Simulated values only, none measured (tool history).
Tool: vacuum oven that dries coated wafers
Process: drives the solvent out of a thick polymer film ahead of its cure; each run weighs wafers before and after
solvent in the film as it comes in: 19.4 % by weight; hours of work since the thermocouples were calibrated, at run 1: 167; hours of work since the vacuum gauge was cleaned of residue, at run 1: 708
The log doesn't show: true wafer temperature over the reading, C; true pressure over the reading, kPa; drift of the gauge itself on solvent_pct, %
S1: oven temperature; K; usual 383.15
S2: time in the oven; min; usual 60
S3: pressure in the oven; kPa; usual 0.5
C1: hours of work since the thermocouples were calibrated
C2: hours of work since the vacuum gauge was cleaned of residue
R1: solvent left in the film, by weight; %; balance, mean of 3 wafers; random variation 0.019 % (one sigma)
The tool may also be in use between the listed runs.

run 1 hour=0 | S1=383.15 S2=60 S3=0.5 | C1=167 C2=708 | R1=0.88
run 2 hour=26.8 | S1=383.15 S2=60 S3=0.5 | C1=183 C2=723 | R1=0.89
run 3 hour=60.2 | S1=383.15 S2=60 S3=0.5 | C1=202 C2=742 | R1=0.85
run 4 hour=79.2 | S1=368.15 S2=60 S3=0.5 | C1=213 C2=753 | R1=4.04
run 5 hour=111.3 | S1=368.15 S2=60 S3=0.5 | C1=231 C2=772 | R1=4.05
run 6 hour=130.1 | S1=368.15 S2=60 S3=0.5 | C1=242 C2=782 | R1=4.07
run 7 hour=153.3 | S1=383.15 S2=60 S3=0.5 | C1=255 C2=796 | R1=0.92
run 8 hour=170 | S1=394.15 S2=60 S3=0.5 | C1=265 C2=805 | R1=0.23
run 9 hour=201 | S1=394.15 S2=60 S3=0.5 | C1=283 C2=823 | R1=0.23
run 10 hour=231.2 | S1=394.15 S2=60 S3=0.5 | C1=300 C2=840 | R1=0.26
run 11 hour=256.7 | S1=394.15 S2=60 S3=0.5 | C1=315 C2=855 | R1=0.22
run 12 hour=277.5 | S1=383.15 S2=60 S3=0.5 | C1=327 C2=867 | R1=0.92
run 13 hour=303.8 | S1=383.15 S2=60 S3=0.5 | C1=342 C2=882 | R1=0.91
run 14 hour=334.5 | S1=380.15 S2=66 S3=1.101 | C1=359 C2=900 | R1=1.3
run 15 hour=356.2 | S1=383.15 S2=54 S3=0.315 | C1=372 C2=912 | R1=1.12
run 16 hour=388.8 | S1=383.15 S2=54 S3=0.315 | C1=391 C2=931 | R1=1.12
-- hour=393.6 vacuum gauge cleaned of residue and calibrated
run 17 hour=424.7 | S1=383.15 S2=54 S3=0.315 | C1=410 C2=18 | R1=1.13
run 18 hour=461.1 | S1=383.15 S2=41 S3=0.5 | C1=431 C2=39 | R1=2.12
run 19 hour=494.4 | S1=383.15 S2=67 S3=0.661 | C1=450 C2=58 | R1=0.81
run 20 hour=517 | S1=383.15 S2=67 S3=0.661 | C1=463 C2=71 | R1=0.8
-- hour=531.3 vacuum gauge cleaned of residue and calibrated, once more
run 21 hour=547.4 | S1=383.15 S2=60 S3=1.882 | C1=480 C2=9 | R1=1.36
run 22 hour=565.3 | S1=393.15 S2=33 S3=0.686 | C1=490 C2=20 | R1=1.12
run 23 hour=595.5 | S1=393.15 S2=33 S3=0.686 | C1=508 C2=37 | R1=1.13
run 24 hour=630.3 | S1=396.15 S2=60 S3=0.806 | C1=528 C2=57 | R1=0.2
run 25 hour=645.7 | S1=376.15 S2=78 S3=0.367 | C1=536 C2=66 | R1=1.12

5 ways to go on from here, each from the tool as it stands after run 25. What would each give?
run A hour=675.6 | S1=396.15 S2=32 S3=0.875 | C1=554 C2=83 | R1=?
run B hour=675.6 | S1=376.15 S2=32 S3=0.866 | C1=554 C2=83 | R1=?
run C hour=675.6 | S1=371.15 S2=59 S3=1.157 | C1=554 C2=83 | R1=?
run D hour=675.6 | S1=376.15 S2=78 S3=1.283 | C1=554 C2=83 | R1=?
run E hour=675.6 | S1=374.15 S2=78 S3=0.367 | C1=554 C2=83 | R1=?

run=A R1=0.9
run=B R1=5.33
run=C R1=3.67
run=D R1=1.53
run=E R1=1.47
Without the tool's hidden state the same runs would have given:
run=A R1=0.82
run=B R1=5.1
run=C R1=3.45
run=D R1=1.41
run=E R1=1.34
